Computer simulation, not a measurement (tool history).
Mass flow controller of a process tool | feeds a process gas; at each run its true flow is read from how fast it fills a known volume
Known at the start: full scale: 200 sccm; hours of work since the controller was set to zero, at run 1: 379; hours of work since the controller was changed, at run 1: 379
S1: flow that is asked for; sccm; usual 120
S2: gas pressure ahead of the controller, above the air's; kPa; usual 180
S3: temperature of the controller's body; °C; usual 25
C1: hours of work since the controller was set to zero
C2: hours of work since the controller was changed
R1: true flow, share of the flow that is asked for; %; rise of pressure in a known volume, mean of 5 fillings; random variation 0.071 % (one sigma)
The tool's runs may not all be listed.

Run 1, hour 0: usual settings; C1 379; C2 379. Result: R1 99.63 %.
Run 2, hour 79.8: usual settings; C1 432; C2 432. Result: R1 99.76 %.
Run 3, hour 188.7: usual settings but S3 22 °C; C1 506; C2 506. Result: R1 99.43 %.
Run 4, hour 265.2: usual settings but S3 22 °C; C1 557; C2 557. Result: R1 99.55 %.
Run 5, hour 361: usual settings but S3 22 °C; C1 622; C2 622. Result: R1 99.69 %.
Run 6, hour 434.7: usual settings but S3 22 °C; C1 671; C2 671. Result: R1 99.58 %.
Run 7, hour 553.8: usual settings; C1 752; C2 752. Result: R1 99.57 %.
Run 8, hour 638.2: usual settings but S1 24 sccm; C1 809; C2 809. Result: R1 97.74 %.
Run 9, hour 707: usual settings but S1 24 sccm; C1 855; C2 855. Result: R1 97.8 %.
Run 10, hour 814.3: usual settings but S1 25 sccm; C1 927; C2 927. Result: R1 97.74 %.
Run 11, hour 920.3: usual settings; C1 999; C2 999. Result: R1 99.53 %.
Run 12, hour 1024.5: usual settings; C1 1069; C2 1069. Result: R1 99.5 %.
Run 13, hour 1162.2: usual settings; C1 1162; C2 1162. Result: R1 99.54 %.
Run 14, hour 1265.7: usual settings but S3 21 °C; C1 1231; C2 1231. Result: R1 99.4 %.
Run 15, hour 1388: usual settings; C1 1314; C2 1314. Result: R1 99.66 %.
At hour 1400.6: controller's zero set anew.
Run 16, hour 1448: usual settings but S3 38 °C; C1 32; C2 1354. Result: R1 99.73 %.
Run 17, hour 1509.5: usual settings; C1 73; C2 1395. Result: R1 99.25 %.
Run 18, hour 1593.2: usual settings; C1 130; C2 1452. Result: R1 99.16 %.
Run 19, hour 1666.9: usual settings; C1 179; C2 1501. Result: R1 99.3 %.
Run 20, hour 1777.9: usual settings; C1 254; C2 1576. Result: R1 99.17 %.
At hour 1832.1: controller's zero set anew, once more.
Run 21, hour 1890.6: usual settings but S1 27 sccm; C1 39; C2 1652. Result: R1 99.91 %.
Run 22, hour 1949.6: usual settings but S1 27 sccm; C1 79; C2 1691. Result: R1 99.97 %.
Run 23, hour 2090.6: usual settings but S1 27 sccm; C1 174; C2 1786. Result: R1 99.9 %.
Run 24, hour 2165.6: usual settings but S1 27 sccm; C1 225; C2 1837. Result: R1 99.59 %.
Run 25, hour 2305.4: usual settings but S1 37 sccm; C1 319; C2 1931. Result: R1 99.82 %.
Run 26, hour 2445.7: usual settings but S1 37 sccm, S2 242 kPa, S3 29 °C; C1 413; C2 2026. Result: R1 99.91 %.
Run 27, hour 2580.9: usual settings but S1 75 sccm, S2 212 kPa, S3 29 °C; C1 504; C2 2117. Result: R1 100.11 %.
Run 28, hour 2682.1: usual settings but S2 178 kPa; C1 573; C2 2185. Result: R1 100.25 %.
Run 29, hour 2778.2: usual settings but S2 178 kPa, S3 30 °C; C1 637; C2 2250. Result: R1 100.42 %.
Run 30, hour 2872.2: usual settings but S2 148 kPa, S3 28 °C; C1 701; C2 2313. Result: R1 100.22 %.
Run 31, hour 2992.5: usual settings but S2 237 kPa, S3 26 °C; C1 782; C2 2394. Result: R1 100.46 %.
Run 32, hour 3062.2: usual settings but S1 113 sccm, S2 189 kPa; C1 829; C2 2441. Result: R1 100.18 %.
Run 33, hour 3184.9: usual settings but S1 113 sccm, S2 189 kPa; C1 911; C2 2524. Result: R1 100.07 %.
Run 34, hour 3255.9: usual settings but S1 113 sccm, S2 189 kPa; C1 959; C2 2571. Result: R1 100.11 %.
Run 35, hour 3373: usual settings but S2 185 kPa, S3 22 °C; C1 1038; C2 2650. Result: R1 100.01 %.
Run 36, hour 3475: usual settings but S2 185 kPa, S3 22 °C; C1 1107; C2 2719. Result: R1 100.09 %.
Run 37, hour 3546: usual settings but S1 63 sccm, S2 173 kPa, S3 34 °C; C1 1155; C2 2767. Result: R1 99.93 %.
Run 38, hour 3650.1: usual settings but S1 63 sccm, S2 173 kPa, S3 34 °C; C1 1225; C2 2837. Result: R1 99.78 %.
Run 39, hour 3708.8: usual settings but S2 140 kPa, S3 39 °C; C1 1264; C2 2876. Result: R1 100.55 %.
Run 40, hour 3790.5: usual settings but S1 21 sccm, S2 204 kPa, S3 36 °C; C1 1319; C2 2932. Result: R1 97.64 %.
Run 41, hour 3904.1: usual settings but S1 21 sccm, S2 204 kPa, S3 36 °C; C1 1396; C2 3008. Result: R1 97.33 %.
Run 42, hour 4017.9: usual settings but S1 66 sccm, S2 255 kPa, S3 23 °C; C1 1473; C2 3085. Result: R1 99.67 %.
Run 43, hour 4095.1: usual settings but S1 66 sccm, S2 255 kPa, S3 21 °C; C1 1525; C2 3137. Result: R1 99.5 %.
Run 44, hour 4193.1: usual settings but S1 128 sccm, S2 152 kPa; C1 1591; C2 3203. Result: R1 100.07 %.
Run 45, hour 4309.1: usual settings but S1 128 sccm, S2 152 kPa; C1 1669; C2 3281. Result: R1 100.05 %.
Run 46, hour 4428.2: usual settings but S1 128 sccm, S2 152 kPa; C1 1749; C2 3361. Result: R1 100.08 %.
Run 47, hour 4504.8: usual settings but S1 190 sccm, S3 35 °C; C1 1801; C2 3413. Result: R1 100.89 %.

How the hidden state differs across the entries between the runs, from the last listed run before each to the first after it:
Between runs 15 and 16: controller's zero set anew (hour 1400.6)
  flow at rest that the sensor doesn't see, % of full scale: -0.385 -> -0.61; true flow over the shown one, %: 0.42 -> 0.43
  measured less the result without the state, R1: -0.22 -> -0.58 %
Between runs 20 and 21: controller's zero set anew, once more (hour 1832.1)
  flow at rest that the sensor doesn't see, % of full scale: -0.667 -> -0.027; true flow over the shown one, %: 0.51 -> 0.53
  measured less the result without the state, R1: -0.61 -> +0.34 %
